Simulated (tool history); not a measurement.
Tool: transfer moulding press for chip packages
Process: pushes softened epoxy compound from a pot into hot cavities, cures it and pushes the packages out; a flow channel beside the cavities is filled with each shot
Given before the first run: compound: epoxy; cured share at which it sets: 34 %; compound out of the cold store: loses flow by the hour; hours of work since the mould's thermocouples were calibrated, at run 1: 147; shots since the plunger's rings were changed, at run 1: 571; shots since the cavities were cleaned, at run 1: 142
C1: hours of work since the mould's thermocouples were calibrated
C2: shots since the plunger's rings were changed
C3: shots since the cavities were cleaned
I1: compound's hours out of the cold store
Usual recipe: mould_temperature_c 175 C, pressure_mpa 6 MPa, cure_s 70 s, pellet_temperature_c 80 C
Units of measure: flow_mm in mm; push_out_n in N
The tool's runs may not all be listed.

run 1 hour=0 | mould_temperature_c=175 pressure_mpa=6 cure_s=70 pellet_temperature_c=80 | C1=147 C2=571 C3=142 | I1=24 | flow_mm=550 push_out_n=480
run 2 hour=9 | mould_temperature_c=175 pressure_mpa=6 cure_s=70 pellet_temperature_c=80 | C1=152 C2=699 C3=270 | I1=13.4 | flow_mm=568 push_out_n=486
run 3 hour=14 | mould_temperature_c=175 pressure_mpa=6 cure_s=70 pellet_temperature_c=80 | C1=156 C2=771 C3=342 | I1=25.1 | flow_mm=549 push_out_n=465
run 4 hour=20.4 | mould_temperature_c=175 pressure_mpa=5.43 cure_s=70 pellet_temperature_c=80 | C1=160 C2=862 C3=433 | I1=23.4 | flow_mm=524 push_out_n=473
run 5 hour=25.5 | mould_temperature_c=175 pressure_mpa=6 cure_s=83 pellet_temperature_c=80 | C1=163 C2=935 C3=506 | I1=36.9 | flow_mm=517 push_out_n=353
-- hour=34.9 cavities cleaned with cleaning compound and waxed
run 6 hour=36.9 | mould_temperature_c=175 pressure_mpa=6 cure_s=70 pellet_temperature_c=80 | C1=169 C2=1076 C3=28 | I1=34.8 | flow_mm=530 push_out_n=455
run 7 hour=41.7 | mould_temperature_c=175 pressure_mpa=6 cure_s=70 pellet_temperature_c=80 | C1=172 C2=1145 C3=97 | I1=21.2 | flow_mm=558 push_out_n=461
run 8 hour=46.7 | mould_temperature_c=175 pressure_mpa=6 cure_s=70 pellet_temperature_c=80 | C1=175 C2=1216 C3=168 | I1=13.1 | flow_mm=588 push_out_n=493
run 9 hour=51.8 | mould_temperature_c=175 pressure_mpa=6 cure_s=70 pellet_temperature_c=80 | C1=179 C2=1289 C3=241 | I1=10 | flow_mm=587 push_out_n=509
run 10 hour=57.1 | mould_temperature_c=177 pressure_mpa=6 cure_s=70 pellet_temperature_c=80 | C1=182 C2=1364 C3=316 | I1=45 | flow_mm=482 push_out_n=414
run 11 hour=65.8 | mould_temperature_c=177 pressure_mpa=6 cure_s=70 pellet_temperature_c=80 | C1=187 C2=1488 C3=440 | I1=23.4 | flow_mm=547 push_out_n=432
run 12 hour=70.3 | mould_temperature_c=177 pressure_mpa=6 cure_s=70 pellet_temperature_c=80 | C1=190 C2=1553 C3=505 | I1=38.4 | flow_mm=515 push_out_n=402
run 13 hour=75.8 | mould_temperature_c=175 pressure_mpa=6 cure_s=70 pellet_temperature_c=80 | C1=194 C2=1631 C3=583 | I1=39.1 | flow_mm=504 push_out_n=471
-- hour=79.7 cavities cleaned with cleaning compound and waxed
run 14 hour=82.9 | mould_temperature_c=175 pressure_mpa=6 cure_s=70 pellet_temperature_c=80 | C1=197 C2=1711 C3=45 | I1=37.8 | flow_mm=519 push_out_n=451
run 15 hour=87.6 | mould_temperature_c=175 pressure_mpa=6 cure_s=70 pellet_temperature_c=73 | C1=200 C2=1778 C3=112 | I1=42.4 | flow_mm=494 push_out_n=467
run 16 hour=93.4 | mould_temperature_c=167 pressure_mpa=5.06 cure_s=70 pellet_temperature_c=78 | C1=204 C2=1860 C3=194 | I1=22.3 | flow_mm=519 push_out_n=772
run 17 hour=101.7 | mould_temperature_c=181 pressure_mpa=5.56 cure_s=50 pellet_temperature_c=74 | C1=209 C2=1980 C3=314 | I1=20.4 | flow_mm=532 push_out_n=801
run 18 hour=109.5 | mould_temperature_c=175 pressure_mpa=5.17 cure_s=78 pellet_temperature_c=78 | C1=214 C2=2090 C3=424 | I1=38.2 | flow_mm=474 push_out_n=371
run 19 hour=118.7 | mould_temperature_c=180 pressure_mpa=5.03 cure_s=78 pellet_temperature_c=78 | C1=220 C2=2222 C3=556 | I1=15 | flow_mm=516 push_out_n=337
-- hour=124.6 cavities cleaned with cleaning compound and waxed
run 20 hour=127.9 | mould_temperature_c=180 pressure_mpa=5.03 cure_s=78 pellet_temperature_c=78 | C1=225 C2=2331 C3=46 | I1=11.3 | flow_mm=525 push_out_n=326
run 21 hour=132.5 | mould_temperature_c=180 pressure_mpa=5.03 cure_s=78 pellet_temperature_c=78 | C1=228 C2=2398 C3=113 | I1=37.9 | flow_mm=473 push_out_n=326
run 22 hour=141.6 | mould_temperature_c=180 pressure_mpa=5.03 cure_s=78 pellet_temperature_c=78 | C1=233 C2=2527 C3=242 | I1=32.3 | flow_mm=480 push_out_n=326
run 23 hour=151.4 | mould_temperature_c=180 pressure_mpa=5.03 cure_s=78 pellet_temperature_c=78 | C1=240 C2=2666 C3=381 | I1=20.9 | flow_mm=507 push_out_n=329
run 24 hour=159.6 | mould_temperature_c=180 pressure_mpa=5.03 cure_s=78 pellet_temperature_c=78 | C1=245 C2=2784 C3=499 | I1=37.2 | flow_mm=469 push_out_n=326
run 25 hour=165.3 | mould_temperature_c=175 pressure_mpa=6.67 cure_s=78 pellet_temperature_c=78 | C1=248 C2=2865 C3=580 | I1=40.3 | flow_mm=534 push_out_n=368
-- hour=169.3 cavities cleaned with cleaning compound and waxed
run 26 hour=176.5 | mould_temperature_c=178 pressure_mpa=6.06 cure_s=76 pellet_temperature_c=72 | C1=255 C2=3003 C3=101 | I1=40.5 | flow_mm=509 push_out_n=338
run 27 hour=185.4 | mould_temperature_c=178 pressure_mpa=6.87 cure_s=64 pellet_temperature_c=79 | C1=260 C2=3131 C3=229 | I1=26 | flow_mm=575 push_out_n=482
run 28 hour=193.4 | mould_temperature_c=175 pressure_mpa=6 cure_s=82 pellet_temperature_c=74 | C1=265 C2=3245 C3=343 | I1=21.5 | flow_mm=557 push_out_n=352

4 options for the next run, each taken on its own from the tool as it stands now. Forecast them:
run A hour=199.4 | mould_temperature_c=168 pressure_mpa=5.26 cure_s=70 pellet_temperature_c=84 | C1=269 C2=3330 C3=428 | I1=17.5 | flow_mm=? push_out_n=?
run B hour=199.4 | mould_temperature_c=176 pressure_mpa=4.91 cure_s=70 pellet_temperature_c=80 | C1=269 C2=3330 C3=428 | I1=47.5 | flow_mm=? push_out_n=?
run C hour=199.4 | mould_temperature_c=177 pressure_mpa=6 cure_s=70 pellet_temperature_c=80 | C1=269 C2=3330 C3=428 | I1=42 | flow_mm=? push_out_n=?
run D hour=199.4 | mould_temperature_c=175 pressure_mpa=6.11 cure_s=70 pellet_temperature_c=70 | C1=269 C2=3330 C3=428 | I1=40.1 | flow_mm=? push_out_n=?

run=A flow_mm=536 push_out_n=770
run=B flow_mm=449 push_out_n=410
run=C flow_mm=492 push_out_n=404
run=D flow_mm=515 push_out_n=454
Take away the tool's hidden state, keep each run's random variation, and the runs would have read:
run=A flow_mm=537 push_out_n=764
run=B flow_mm=450 push_out_n=407
run=C flow_mm=493 push_out_n=401
run=D flow_mm=515 push_out_n=451
